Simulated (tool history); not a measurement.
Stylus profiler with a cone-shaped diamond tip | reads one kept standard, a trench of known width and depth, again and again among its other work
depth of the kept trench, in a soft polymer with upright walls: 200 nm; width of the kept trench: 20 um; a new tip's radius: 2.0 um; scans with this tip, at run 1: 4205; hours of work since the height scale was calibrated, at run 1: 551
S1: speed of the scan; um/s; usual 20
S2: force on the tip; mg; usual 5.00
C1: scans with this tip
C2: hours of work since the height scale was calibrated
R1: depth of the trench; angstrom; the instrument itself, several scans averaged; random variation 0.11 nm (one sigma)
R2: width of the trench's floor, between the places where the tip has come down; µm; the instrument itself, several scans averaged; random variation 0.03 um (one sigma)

run   hour  S1     S2    C1   C2      R1     R2
  1    0.0  20   5.00  4205  551  2042.1  18.07
  2   38.3  20   5.00  4327  567  2040.7  18.03
  3   67.7  20   5.00  4421  579  2041.9  18.08
  4  111.7  20   5.00  4562  598  2044.2  18.03
  5  142.2  20   5.00  4659  611  2041.3  17.99
  6  167.6  20   2.96  4740  621  2026.8  18.01
  7  207.9  20   2.96  4869  638  2026.4  17.98
     212.0  -- height scale calibrated on a step standard
  8  247.2  20   2.96  4992   15  2023.8  18.03
  9  273.5  20   2.96  5076   26  2023.4  17.99
     292.2  -- height scale calibrated on a step standard, once more
 10  301.3  20   2.96  5163    4  2033.4  17.95
 11  344.5  15   5.00  5301   22  2047.2  18.03
 12  385.7  15   5.00  5433   39  2048.6  17.99
 13  434.2   6   2.74  5587   59  2031.1  17.98
 14  463.2   6   2.74  5680   72  2031.9  18.04
 15  506.4  28   1.75  5818   90  2021.5  17.93
 16  546.2  51   8.17  5945  106  2065.5  17.89
 17  573.7  51   3.15  6033  118  2032.1  17.79
 18  605.1   7  11.58  6133  131  2083.1  18.03
 19  627.1   7  11.58  6203  140  2082.8  17.97

Run 20 comes next. What will it give?
 20  649.9   7  11.58  6276  150   ?   ?

R1: 2083.9 angstrom
R2: 18.00 µm
Without the tool's hidden state the same run would have given R1 2085.4 angstrom, R2 18.23 µm.

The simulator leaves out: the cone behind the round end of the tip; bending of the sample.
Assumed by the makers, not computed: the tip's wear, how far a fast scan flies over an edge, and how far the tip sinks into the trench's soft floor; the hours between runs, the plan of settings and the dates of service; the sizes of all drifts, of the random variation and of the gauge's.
